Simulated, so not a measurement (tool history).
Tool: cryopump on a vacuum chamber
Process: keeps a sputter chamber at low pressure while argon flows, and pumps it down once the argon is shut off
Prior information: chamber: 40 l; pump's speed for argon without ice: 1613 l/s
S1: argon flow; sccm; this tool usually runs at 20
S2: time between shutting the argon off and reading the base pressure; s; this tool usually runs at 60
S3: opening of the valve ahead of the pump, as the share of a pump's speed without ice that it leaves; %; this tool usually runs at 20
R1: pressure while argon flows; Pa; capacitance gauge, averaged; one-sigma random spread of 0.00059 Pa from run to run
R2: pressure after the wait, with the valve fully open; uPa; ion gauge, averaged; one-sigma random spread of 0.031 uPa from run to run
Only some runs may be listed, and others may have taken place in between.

run     day  S1   S2  S3      R1    R2
  1       0  20   60  20  0.1052  1.65
  2   1.321  20   60  25  0.0848  1.63
  3   2.508  20   60  25  0.0856  1.59
  4   3.846  20   60  25  0.0851  1.69
  5   5.358  20   60  25  0.0859  1.63
  6   6.579  20   60  20  0.1068  1.74
  7   7.379  20   60  20  0.1061  1.68
  8   8.896  20   60  23   0.093  1.71
  9  10.092  20   60  23  0.0935  1.67
 10  11.575  20   60  23  0.0936  1.66
 11  12.796  20   60  23  0.0944  1.68
 12  13.933  12  216  17  0.0755   0.7

Run 13 has not been measured yet. What should we expect?
 13  14.933  12  216  17   ?   ?

Run 13 measured R1 0.0761 Pa, R2 0.73 uPa.
With the hidden condition absent and the run-to-run variation left alone, this run would have shown R1 0.0744 Pa, R2 0.58 uPa.
